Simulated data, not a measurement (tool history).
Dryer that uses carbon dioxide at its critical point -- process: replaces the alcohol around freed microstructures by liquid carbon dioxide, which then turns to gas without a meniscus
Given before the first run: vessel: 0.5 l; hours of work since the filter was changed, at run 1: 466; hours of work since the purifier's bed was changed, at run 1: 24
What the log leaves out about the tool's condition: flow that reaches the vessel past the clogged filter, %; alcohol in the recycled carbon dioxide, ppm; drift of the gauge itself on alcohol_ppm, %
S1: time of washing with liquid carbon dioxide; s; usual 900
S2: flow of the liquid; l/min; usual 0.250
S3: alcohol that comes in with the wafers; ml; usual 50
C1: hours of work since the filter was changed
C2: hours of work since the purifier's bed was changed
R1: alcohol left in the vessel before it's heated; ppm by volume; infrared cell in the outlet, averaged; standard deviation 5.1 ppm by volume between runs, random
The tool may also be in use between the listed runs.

run	day	S1	S2	S3	C1	C2	R1
1	0.000	900	0.250	50	466	24	161
2	1.625	900	0.250	50	494	51	162
# day 2.383: inlet filter changed
3	2.854	900	0.250	50	8	72	89
4	4.296	900	0.250	50	32	96	104
5	5.462	900	0.250	50	52	116	92
6	6.746	900	0.250	50	74	138	107
7	8.262	900	0.250	50	100	163	109
8	9.742	900	0.242	50	125	188	132
9	11.167	900	0.250	50	149	213	134
10	12.242	900	0.250	50	167	231	129
11	13.858	1080	0.250	50	195	258	64
12	15.388	900	0.250	46	220	284	136
13	16.521	900	0.249	46	240	303	146
14	18.312	600	0.249	61	270	334	1384
15	19.254	600	0.249	61	286	350	1351
16	20.408	1140	0.223	38	306	369	102
17	21.346	1140	0.223	38	321	385	111

Run 18 comes next. What will it give?
18	22.504	840	0.250	50	341	405	?

R1: 257 ppm by volume
If the tool had no hidden condition, the same run with the same run-to-run variation would have returned R1 112 ppm by volume.
